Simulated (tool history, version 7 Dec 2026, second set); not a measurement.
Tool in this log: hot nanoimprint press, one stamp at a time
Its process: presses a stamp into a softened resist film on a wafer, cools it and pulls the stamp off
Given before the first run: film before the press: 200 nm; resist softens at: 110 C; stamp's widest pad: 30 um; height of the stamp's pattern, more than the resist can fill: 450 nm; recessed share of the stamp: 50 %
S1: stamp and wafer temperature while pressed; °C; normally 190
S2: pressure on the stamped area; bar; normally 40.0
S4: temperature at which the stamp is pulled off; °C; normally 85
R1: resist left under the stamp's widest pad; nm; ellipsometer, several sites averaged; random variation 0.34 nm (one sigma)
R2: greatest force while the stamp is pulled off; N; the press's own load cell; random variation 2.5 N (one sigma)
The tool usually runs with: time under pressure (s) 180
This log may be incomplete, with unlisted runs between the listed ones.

run 1 day=0.000 | S1=190 S2=40.0 time_under_pressure_(s)=180 S4=85 | R1=84.0 R2=144
run 2 day=0.829 | S1=181 S2=40.0 time_under_pressure_(s)=180 S4=85 | R1=120.9 R2=148
run 3 day=2.042 | S1=190 S2=40.0 time_under_pressure_(s)=180 S4=85 | R1=83.7 R2=154
run 4 day=3.146 | S1=190 S2=42.9 time_under_pressure_(s)=180 S4=85 | R1=79.3 R2=154
run 5 day=3.871 | S1=190 S2=40.0 time_under_pressure_(s)=185 S4=85 | R1=82.2 R2=156
run 6 day=4.642 | S1=190 S2=48.7 time_under_pressure_(s)=185 S4=85 | R1=73.2 R2=158
run 7 day=5.792 | S1=189 S2=40.0 time_under_pressure_(s)=180 S4=85 | R1=86.2 R2=158
run 8 day=6.917 | S1=189 S2=40.0 time_under_pressure_(s)=180 S4=85 | R1=86.7 R2=163
run 9 day=7.846 | S1=189 S2=40.0 time_under_pressure_(s)=180 S4=85 | R1=86.3 R2=170
run 10 day=8.904 | S1=190 S2=40.0 time_under_pressure_(s)=180 S4=74 | R1=81.8 R2=232
run 11 day=9.762 | S1=185 S2=40.0 time_under_pressure_(s)=180 S4=85 | R1=102.0 R2=173
-- day=10.346 press's hydraulic seals changed and the load cell set to zero
run 12 day=11.492 | S1=185 S2=40.0 time_under_pressure_(s)=180 S4=85 | R1=100.9 R2=183
run 13 day=12.671 | S1=190 S2=40.0 time_under_pressure_(s)=180 S4=85 | R1=80.9 R2=191
run 14 day=13.525 | S1=190 S2=40.0 time_under_pressure_(s)=180 S4=85 | R1=80.9 R2=188
-- day=13.862 stamp cleaned and given a new release coat
run 15 day=15.004 | S1=184 S2=40.0 time_under_pressure_(s)=180 S4=85 | R1=104.7 R2=115
run 16 day=16.242 | S1=190 S2=59.7 time_under_pressure_(s)=180 S4=85 | R1=63.8 R2=114
run 17 day=17.388 | S1=192 S2=26.8 time_under_pressure_(s)=317 S4=92 | R1=78.4 R2=98
run 18 day=18.583 | S1=192 S2=26.8 time_under_pressure_(s)=317 S4=76 | R1=77.6 R2=157
run 19 day=19.904 | S1=190 S2=34.0 time_under_pressure_(s)=160 S4=85 | R1=91.7 R2=133
-- day=20.238 plate thermocouple calibrated
run 20 day=21.233 | S1=190 S2=62.2 time_under_pressure_(s)=200 S4=85 | R1=62.8 R2=144
run 21 day=22.096 | S1=190 S2=62.2 time_under_pressure_(s)=200 S4=85 | R1=62.6 R2=144
run 22 day=23.329 | S1=184 S2=40.0 time_under_pressure_(s)=102 S4=85 | R1=126.4 R2=151
run 23 day=24.567 | S1=184 S2=29.6 time_under_pressure_(s)=102 S4=86 | R1=143.0 R2=142
run 24 day=25.908 | S1=184 S2=29.6 time_under_pressure_(s)=102 S4=86 | R1=143.4 R2=146
run 25 day=26.771 | S1=184 S2=29.6 time_under_pressure_(s)=102 S4=86 | R1=142.5 R2=157
run 26 day=28.012 | S1=184 S2=29.6 time_under_pressure_(s)=102 S4=86 | R1=141.7 R2=158
run 27 day=28.854 | S1=180 S2=50.5 time_under_pressure_(s)=180 S4=85 | R1=112.7 R2=173
run 28 day=29.908 | S1=193 S2=30.4 time_under_pressure_(s)=326 S4=89 | R1=70.2 R2=149
run 29 day=30.579 | S1=190 S2=40.0 time_under_pressure_(s)=273 S4=78 | R1=71.7 R2=210
run 30 day=31.292 | S1=194 S2=24.1 time_under_pressure_(s)=91 S4=85 | R1=114.9 R2=172
run 31 day=32.767 | S1=194 S2=24.1 time_under_pressure_(s)=91 S4=85 | R1=114.6 R2=185

Forecast each of these 3 alternatives for the next run:
run A day=34.112 | S1=194 S2=42.3 time_under_pressure_(s)=158 S4=75 | R1=? R2=?
run B day=34.112 | S1=191 S2=40.0 time_under_pressure_(s)=180 S4=85 | R1=? R2=?
run C day=34.112 | S1=191 S2=40.0 time_under_pressure_(s)=231 S4=78 | R1=? R2=?

run=A R1=70.4 R2=247
run=B R1=79.3 R2=195
run=C R1=72.6 R2=230
What these runs would have given with no unlogged condition in the tool:
run=A R1=71.3 R2=148
run=B R1=80.5 R2=117
run=C R1=73.7 R2=138
